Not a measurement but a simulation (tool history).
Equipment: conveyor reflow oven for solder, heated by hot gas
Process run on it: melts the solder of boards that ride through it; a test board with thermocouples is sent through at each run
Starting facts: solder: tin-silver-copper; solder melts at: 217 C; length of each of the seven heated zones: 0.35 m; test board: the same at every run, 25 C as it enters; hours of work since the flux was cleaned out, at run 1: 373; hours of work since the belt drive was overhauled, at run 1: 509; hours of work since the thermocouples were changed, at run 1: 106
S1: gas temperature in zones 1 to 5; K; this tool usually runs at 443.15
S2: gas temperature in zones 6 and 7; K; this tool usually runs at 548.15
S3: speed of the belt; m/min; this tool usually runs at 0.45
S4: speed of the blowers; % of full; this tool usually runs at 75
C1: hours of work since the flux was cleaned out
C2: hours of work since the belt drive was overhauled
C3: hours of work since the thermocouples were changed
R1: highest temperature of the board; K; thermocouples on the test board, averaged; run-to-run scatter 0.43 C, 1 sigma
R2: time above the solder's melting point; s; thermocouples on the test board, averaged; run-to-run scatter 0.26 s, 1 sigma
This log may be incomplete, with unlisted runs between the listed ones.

Run 1, hour 0: usual settings; C1 373; C2 509; C3 106. Result: R1 535.95 K, R2 77.7 s.
Run 2, hour 9.6: usual settings; C1 380; C2 516; C3 113. Result: R1 535.65 K, R2 76.9 s.
Run 3, hour 18.4: usual settings but S3 0.512 m/min; C1 387; C2 523; C3 120. Result: R1 532.35 K, R2 64.8 s.
Run 4, hour 29.4: usual settings but S3 0.512 m/min; C1 395; C2 531; C3 128. Result: R1 531.55 K, R2 64.4 s.
Run 5, hour 41.2: usual settings but S3 0.512 m/min; C1 404; C2 540; C3 137. Result: R1 531.05 K, R2 64.7 s.
Run 6, hour 55.6: usual settings but S3 0.512 m/min; C1 414; C2 550; C3 147. Result: R1 530.85 K, R2 64.6 s.
Run 7, hour 67.8: usual settings but S2 553.15 K; C1 423; C2 559; C3 156. Result: R1 540.55 K, R2 79.8 s.
Run 8, hour 85.1: usual settings; C1 436; C2 572; C3 169. Result: R1 535.55 K, R2 77.3 s.
At hour 92.7: flux residue cleaned out of gas plates and filters.
Run 9, hour 104.3: usual settings; C1 9; C2 583; C3 180. Result: R1 535.45 K, R2 77.5 s.
Run 10, hour 116.1: usual settings but S3 0.505 m/min; C1 17; C2 591; C3 188. Result: R1 532.65 K, R2 66.3 s.
Run 11, hour 126.8: usual settings but S3 0.505 m/min; C1 25; C2 599; C3 196. Result: R1 532.75 K, R2 65.9 s.
Run 12, hour 138: usual settings but S3 0.505 m/min; C1 33; C2 607; C3 204. Result: R1 532.55 K, R2 66.1 s.
Run 13, hour 149.9: usual settings but S3 0.505 m/min; C1 42; C2 616; C3 213. Result: R1 532.95 K, R2 66 s.
Run 14, hour 159.7: usual settings but S1 436.15 K, S3 0.505 m/min; C1 49; C2 623; C3 220. Result: R1 531.05 K, R2 63.2 s.
Run 15, hour 176: usual settings but S1 436.15 K, S3 0.505 m/min; C1 61; C2 635; C3 232. Result: R1 531.65 K, R2 62.9 s.
Run 16, hour 189.8: usual settings but S1 430.15 K, S3 0.498 m/min; C1 72; C2 646; C3 243. Result: R1 530.95 K, R2 61.9 s.
Run 17, hour 197.5: usual settings but S1 430.15 K, S3 0.498 m/min; C1 77; C2 651; C3 248. Result: R1 530.75 K, R2 61.7 s.
Run 18, hour 216.2: usual settings but S1 449.15 K, S3 0.498 m/min; C1 91; C2 665; C3 262. Result: R1 533.55 K, R2 70.4 s.
Run 19, hour 231.7: usual settings but S1 452.15 K, S4 77 % of full; C1 103; C2 676; C3 273. Result: R1 537.45 K, R2 82 s.
Run 20, hour 243: usual settings but S1 452.15 K, S4 77 % of full; C1 111; C2 685; C3 282. Result: R1 537.95 K, R2 81.4 s.
Run 21, hour 256.5: usual settings but S1 452.15 K, S2 537.15 K, S4 90 % of full; C1 121; C2 695; C3 292. Result: R1 528.45 K, R2 77.2 s.
Run 22, hour 271.4: usual settings but S1 455.15 K, S2 562.15 K, S3 0.382 m/min, S4 77 % of full; C1 132; C2 706; C3 303. Result: R1 555.25 K, R2 107 s.
Run 23, hour 281: usual settings but S3 0.467 m/min, S4 76 % of full; C1 139; C2 713; C3 310. Result: R1 535.25 K, R2 73.4 s.
Run 24, hour 289.4: usual settings but S2 558.15 K, S3 0.419 m/min, S4 76 % of full; C1 145; C2 719; C3 316. Result: R1 547.75 K, R2 89.9 s.
Run 25, hour 307.1: usual settings but S1 432.15 K; C1 158; C2 732; C3 329. Result: R1 534.25 K, R2 72.7 s.
At hour 314.6: belt drive overhauled, speed set with a stopwatch.
Run 26, hour 324.1: usual settings but S1 432.15 K; C1 168; C2 7; C3 339. Result: R1 535.15 K, R2 72.8 s.

Expected results for the next run?
Run 27, hour 338.4: usual settings but S1 432.15 K; C1 178; C2 18; C3 349. Result: R1 ?, R2 ?.

Run 27 produced R1 535.15 K, R2 72.9 s.
Take away the tool's hidden state, keep the run-to-run variation as it was, and the same run would have given R1 535.15 K, R2 72.9 s.
